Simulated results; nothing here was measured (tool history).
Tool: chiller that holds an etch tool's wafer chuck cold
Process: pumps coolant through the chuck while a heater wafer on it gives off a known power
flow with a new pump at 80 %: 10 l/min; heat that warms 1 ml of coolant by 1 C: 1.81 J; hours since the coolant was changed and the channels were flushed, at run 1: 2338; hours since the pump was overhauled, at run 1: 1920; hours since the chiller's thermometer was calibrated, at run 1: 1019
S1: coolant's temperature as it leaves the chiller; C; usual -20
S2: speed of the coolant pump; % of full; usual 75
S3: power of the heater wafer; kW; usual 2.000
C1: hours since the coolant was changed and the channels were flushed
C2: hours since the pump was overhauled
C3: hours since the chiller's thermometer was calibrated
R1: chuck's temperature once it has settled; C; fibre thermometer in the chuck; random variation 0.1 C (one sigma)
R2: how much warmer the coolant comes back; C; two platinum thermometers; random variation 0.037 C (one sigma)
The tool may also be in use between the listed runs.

run	hour	S1	S2	S3	C1	C2	C3	R1	R2
1	0.0	-20	75	2.000	2338	1920	1019	-3.5	7.34
2	34.8	-20	62	2.000	2373	1955	1054	-0.3	9.10
3	85.2	-20	62	2.000	2423	2005	1105	-0.2	9.12
4	124.6	-20	77	2.000	2463	2045	1144	-3.9	7.13
5	147.2	-18	75	2.000	2486	2068	1167	-1.5	7.42
6	175.0	-20	75	1.777	2513	2095	1194	-5.3	6.59
7	201.2	-20	75	1.777	2540	2122	1221	-5.4	6.53
8	239.8	-20	75	1.777	2578	2160	1259	-5.1	6.58
9	289.7	-20	75	1.777	2628	2210	1309	-5.1	6.59
10	333.5	-20	75	2.000	2672	2254	1353	-3.2	7.35
11	370.1	-29	75	2.000	2708	2290	1390	-12.2	7.38
12	414.8	-29	75	2.000	2753	2335	1434	-12.2	7.39
# hour 419.6: chiller's thermometer calibrated
13	455.3	-11	75	2.000	2793	2375	36	5.9	7.37
14	478.1	-20	75	2.000	2815	2397	59	-3.1	7.46
15	519.9	-20	75	2.000	2857	2439	100	-2.9	7.46
# hour 526.0: chiller's thermometer calibrated, once more
16	545.3	-20	71	2.000	2882	2464	19	-2.6	7.87
17	591.9	-20	71	1.320	2928	2510	66	-8.5	5.16
18	636.4	-15	67	1.320	2973	2555	110	-2.6	5.56
19	666.5	-15	67	1.320	3003	2585	140	-2.6	5.57
20	699.5	-24	86	1.010	3036	2618	174	-16.5	3.26
21	740.5	-24	86	1.010	3077	2659	215	-16.6	3.23
22	790.9	-24	86	1.010	3127	2709	265	-16.5	3.26
23	832.9	-25	70	1.309	3169	2751	307	-13.1	5.30
24	877.1	-25	70	1.309	3213	2795	351	-13.1	5.29
25	908.5	-15	66	1.857	3245	2827	383	2.9	7.94
26	934.7	-12	92	1.857	3271	2853	409	1.1	5.61
27	987.4	-12	92	1.857	3324	2906	461	1.0	5.57
28	1027.1	-12	92	1.857	3363	2945	501	1.2	5.59
# hour 1040.6: coolant changed, channels flushed
29	1074.9	-27	60	1.524	34	2987	543	-12.7	7.38
30	1128.9	-17	84	1.775	88	3041	597	-4.8	5.92

Forecast run 31:
31	1172.7	-24	75	2.000	132	3085	641	?	?

R1: -8.9 C
R2: 7.52 C
Without the tool's hidden state the same run would have given R1 -9.8 C, R2 7.11 C.
